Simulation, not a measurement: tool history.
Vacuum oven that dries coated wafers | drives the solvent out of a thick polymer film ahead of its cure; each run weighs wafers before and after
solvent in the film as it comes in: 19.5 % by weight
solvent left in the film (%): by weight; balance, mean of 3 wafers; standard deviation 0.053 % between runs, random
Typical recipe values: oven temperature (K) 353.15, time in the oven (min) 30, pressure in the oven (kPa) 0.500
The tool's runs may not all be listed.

{"run": 1, "day": 0.0, "oven temperature (K)": 353.15, "time in the oven (min)": 30, "pressure in the oven (kPa)": 0.5, "solvent left in the film (%)": 2.17}
{"run": 2, "day": 3.408, "oven temperature (K)": 353.15, "time in the oven (min)": 30, "pressure in the oven (kPa)": 0.5, "solvent left in the film (%)": 2.2}
{"run": 3, "day": 6.058, "oven temperature (K)": 353.15, "time in the oven (min)": 30, "pressure in the oven (kPa)": 0.5, "solvent left in the film (%)": 2.28}
{"run": 4, "day": 7.908, "oven temperature (K)": 353.15, "time in the oven (min)": 19, "pressure in the oven (kPa)": 0.5, "solvent left in the film (%)": 4.41}
{"run": 5, "day": 9.967, "oven temperature (K)": 353.15, "time in the oven (min)": 30, "pressure in the oven (kPa)": 0.59, "solvent left in the film (%)": 2.27}
{"run": 6, "day": 11.912, "oven temperature (K)": 353.15, "time in the oven (min)": 30, "pressure in the oven (kPa)": 0.59, "solvent left in the film (%)": 2.32}
{"run": 7, "day": 15.329, "oven temperature (K)": 353.15, "time in the oven (min)": 30, "pressure in the oven (kPa)": 0.59, "solvent left in the film (%)": 2.21}
{"run": 8, "day": 18.638, "oven temperature (K)": 353.15, "time in the oven (min)": 30, "pressure in the oven (kPa)": 0.59, "solvent left in the film (%)": 2.4}

Run 9 is up next; what results do you expect?
{"run": 9, "day": 21.892, "oven temperature (K)": 349.15, "time in the oven (min)": 16, "pressure in the oven (kPa)": 0.298, "solvent left in the film (%)": "?"}

{"run 9": {"solvent left in the film (%)": 6.6}}
Without the tool's hidden state the same run would have given solvent left in the film (%) 6.07.

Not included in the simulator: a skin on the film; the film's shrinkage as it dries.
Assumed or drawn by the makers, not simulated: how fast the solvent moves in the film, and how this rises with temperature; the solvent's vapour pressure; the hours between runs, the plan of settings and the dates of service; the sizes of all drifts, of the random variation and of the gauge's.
